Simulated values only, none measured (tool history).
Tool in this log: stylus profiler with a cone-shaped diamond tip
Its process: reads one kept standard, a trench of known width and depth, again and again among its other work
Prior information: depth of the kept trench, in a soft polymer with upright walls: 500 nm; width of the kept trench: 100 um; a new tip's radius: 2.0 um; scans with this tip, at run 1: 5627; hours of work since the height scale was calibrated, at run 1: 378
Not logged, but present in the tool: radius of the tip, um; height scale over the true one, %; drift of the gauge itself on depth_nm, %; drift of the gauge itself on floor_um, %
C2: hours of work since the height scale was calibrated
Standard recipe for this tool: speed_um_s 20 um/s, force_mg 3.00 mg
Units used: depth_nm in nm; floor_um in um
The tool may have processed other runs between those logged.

run 1 day=0.000 | speed_um_s=20 force_mg=3.00 | scans_with_this_tip=5627 C2=378 | depth_nm=509.55 floor_um=96.87
run 2 day=2.475 | speed_um_s=20 force_mg=3.00 | scans_with_this_tip=6269 C2=421 | depth_nm=509.48 floor_um=96.85
run 3 day=6.300 | speed_um_s=20 force_mg=3.00 | scans_with_this_tip=7260 C2=487 | depth_nm=509.10 floor_um=96.73
run 4 day=8.321 | speed_um_s=20 force_mg=3.00 | scans_with_this_tip=7783 C2=522 | depth_nm=508.93 floor_um=96.71
run 5 day=11.962 | speed_um_s=76 force_mg=3.00 | scans_with_this_tip=8726 C2=585 | depth_nm=508.99 floor_um=96.44
run 6 day=14.417 | speed_um_s=76 force_mg=3.00 | scans_with_this_tip=9362 C2=628 | depth_nm=508.70 floor_um=96.36
run 7 day=17.808 | speed_um_s=76 force_mg=3.00 | scans_with_this_tip=10241 C2=687 | depth_nm=508.84 floor_um=96.33
run 8 day=22.092 | speed_um_s=20 force_mg=3.00 | scans_with_this_tip=11350 C2=762 | depth_nm=508.72 floor_um=96.41
run 9 day=24.183 | speed_um_s=20 force_mg=3.00 | scans_with_this_tip=11892 C2=798 | depth_nm=508.40 floor_um=96.34
run 10 day=28.229 | speed_um_s=20 force_mg=3.00 | scans_with_this_tip=12940 C2=868 | depth_nm=508.13 floor_um=96.25
run 11 day=32.100 | speed_um_s=20 force_mg=3.00 | scans_with_this_tip=13943 C2=935 | depth_nm=508.22 floor_um=96.16
run 12 day=35.333 | speed_um_s=11 force_mg=3.00 | scans_with_this_tip=14781 C2=992 | depth_nm=508.18 floor_um=96.15
run 13 day=37.796 | speed_um_s=11 force_mg=3.00 | scans_with_this_tip=15418 C2=1034 | depth_nm=508.22 floor_um=96.11
run 14 day=41.371 | speed_um_s=20 force_mg=3.00 | scans_with_this_tip=16344 C2=1097 | depth_nm=508.03 floor_um=96.02
run 15 day=43.888 | speed_um_s=7 force_mg=3.00 | scans_with_this_tip=16997 C2=1140 | depth_nm=507.70 floor_um=96.05
run 16 day=45.925 | speed_um_s=20 force_mg=3.00 | scans_with_this_tip=17524 C2=1176 | depth_nm=507.83 floor_um=95.92
run 17 day=49.162 | speed_um_s=20 force_mg=3.00 | scans_with_this_tip=18363 C2=1232 | depth_nm=507.80 floor_um=95.84
run 18 day=52.946 | speed_um_s=20 force_mg=2.94 | scans_with_this_tip=19343 C2=1298 | depth_nm=507.50 floor_um=95.81
run 19 day=54.854 | speed_um_s=20 force_mg=3.00 | scans_with_this_tip=19837 C2=1331 | depth_nm=507.43 floor_um=95.77
run 20 day=58.054 | speed_um_s=20 force_mg=3.00 | scans_with_this_tip=20667 C2=1387 | depth_nm=507.55 floor_um=95.73
run 21 day=59.825 | speed_um_s=20 force_mg=3.00 | scans_with_this_tip=21126 C2=1417 | depth_nm=507.22 floor_um=95.66
run 22 day=61.775 | speed_um_s=20 force_mg=3.00 | scans_with_this_tip=21630 C2=1451 | depth_nm=507.19 floor_um=95.68
run 23 day=64.642 | speed_um_s=17 force_mg=6.00 | scans_with_this_tip=22373 C2=1501 | depth_nm=512.56 floor_um=95.61
run 24 day=67.375 | speed_um_s=17 force_mg=6.00 | scans_with_this_tip=23082 C2=1549 | depth_nm=512.64 floor_um=95.52
run 25 day=70.542 | speed_um_s=17 force_mg=6.00 | scans_with_this_tip=23901 C2=1604 | depth_nm=512.58 floor_um=95.51
run 26 day=72.671 | speed_um_s=17 force_mg=6.00 | scans_with_this_tip=24453 C2=1641 | depth_nm=512.24 floor_um=95.49
run 27 day=75.921 | speed_um_s=11 force_mg=6.31 | scans_with_this_tip=25295 C2=1697 | depth_nm=513.13 floor_um=95.47
run 28 day=79.608 | speed_um_s=20 force_mg=1.55 | scans_with_this_tip=26250 C2=1761 | depth_nm=502.95 floor_um=95.36
run 29 day=83.358 | speed_um_s=17 force_mg=7.82 | scans_with_this_tip=27222 C2=1826 | depth_nm=514.88 floor_um=95.37
-- day=83.646 height scale calibrated on a step standard
run 30 day=86.483 | speed_um_s=9 force_mg=1.13 | scans_with_this_tip=28026 C2=49 | depth_nm=500.33 floor_um=95.28
run 31 day=90.212 | speed_um_s=12 force_mg=1.69 | scans_with_this_tip=28992 C2=114 | depth_nm=501.49 floor_um=95.20
run 32 day=93.033 | speed_um_s=12 force_mg=1.69 | scans_with_this_tip=29723 C2=163 | depth_nm=501.83 floor_um=95.18
-- day=95.900 new tip fitted, height scale calibrated
run 33 day=96.188 | speed_um_s=51 force_mg=2.58 | scans_with_this_tip=74 C2=5 | depth_nm=508.80 floor_um=97.29
run 34 day=100.438 | speed_um_s=53 force_mg=1.21 | scans_with_this_tip=1175 C2=79 | depth_nm=505.30 floor_um=97.10
run 35 day=102.521 | speed_um_s=71 force_mg=1.49 | scans_with_this_tip=1714 C2=115 | depth_nm=505.91 floor_um=96.98
run 36 day=105.396 | speed_um_s=76 force_mg=1.55 | scans_with_this_tip=2459 C2=165 | depth_nm=506.37 floor_um=96.87
run 37 day=108.217 | speed_um_s=76 force_mg=1.55 | scans_with_this_tip=3191 C2=214 | depth_nm=506.10 floor_um=96.76
-- day=109.650 height scale calibrated on a step standard, once more
run 38 day=111.292 | speed_um_s=17 force_mg=2.49 | scans_with_this_tip=3982 C2=29 | depth_nm=508.43 floor_um=96.95
run 39 day=115.562 | speed_um_s=9 force_mg=1.87 | scans_with_this_tip=5088 C2=103 | depth_nm=506.80 floor_um=96.91
run 40 day=119.350 | speed_um_s=26 force_mg=3.69 | scans_with_this_tip=6069 C2=169 | depth_nm=510.77 floor_um=96.73
run 41 day=123.021 | speed_um_s=5 force_mg=3.47 | scans_with_this_tip=7020 C2=232 | depth_nm=510.35 floor_um=96.80
run 42 day=125.754 | speed_um_s=5 force_mg=3.47 | scans_with_this_tip=7728 C2=280 | depth_nm=510.00 floor_um=96.62
run 43 day=127.667 | speed_um_s=61 force_mg=4.37 | scans_with_this_tip=8224 C2=313 | depth_nm=511.93 floor_um=96.56

Difference, measured minus no-hidden-state, one row per run. Run-to-run variation is common to both terms; the gauge's own scatter need not be:
run=1 depth_nm=-0.40 floor_um=-0.43
run=2 depth_nm=-0.49 floor_um=-0.48
run=3 depth_nm=-0.62 floor_um=-0.57
run=4 depth_nm=-0.70 floor_um=-0.62
run=5 depth_nm=-0.82 floor_um=-0.70
run=6 depth_nm=-0.91 floor_um=-0.74
run=7 depth_nm=-1.03 floor_um=-0.82
run=8 depth_nm=-1.18 floor_um=-0.92
run=9 depth_nm=-1.25 floor_um=-0.96
run=10 depth_nm=-1.41 floor_um=-1.04
run=11 depth_nm=-1.55 floor_um=-1.12
run=12 depth_nm=-1.67 floor_um=-1.19
run=13 depth_nm=-1.75 floor_um=-1.23
run=14 depth_nm=-1.87 floor_um=-1.29
run=15 depth_nm=-1.95 floor_um=-1.34
run=16 depth_nm=-2.01 floor_um=-1.38
run=17 depth_nm=-2.12 floor_um=-1.44
run=18 depth_nm=-2.25 floor_um=-1.49
run=19 depth_nm=-2.32 floor_um=-1.53
run=20 depth_nm=-2.43 floor_um=-1.59
run=21 depth_nm=-2.50 floor_um=-1.61
run=22 depth_nm=-2.57 floor_um=-1.65
run=23 depth_nm=-2.69 floor_um=-1.70
run=24 depth_nm=-2.80 floor_um=-1.75
run=25 depth_nm=-2.91 floor_um=-1.80
run=26 depth_nm=-2.99 floor_um=-1.83
run=27 depth_nm=-3.11 floor_um=-1.89
run=28 depth_nm=-3.17 floor_um=-1.94
run=29 depth_nm=-3.38 floor_um=-2.00
run=30 depth_nm=-4.79 floor_um=-2.06
run=31 depth_nm=-4.93 floor_um=-2.11
run=32 depth_nm=-5.03 floor_um=-2.16
run=33 depth_nm=+0.06 floor_um=+0.05
run=34 depth_nm=-0.08 floor_um=-0.06
run=35 depth_nm=-0.15 floor_um=-0.12
run=36 depth_nm=-0.24 floor_um=-0.20
run=37 depth_nm=-0.34 floor_um=-0.26
run=38 depth_nm=-0.12 floor_um=-0.34
run=39 depth_nm=-0.27 floor_um=-0.44
run=40 depth_nm=-0.40 floor_um=-0.51
run=41 depth_nm=-0.53 floor_um=-0.60
run=42 depth_nm=-0.61 floor_um=-0.66
run=43 depth_nm=-0.70 floor_um=-0.71
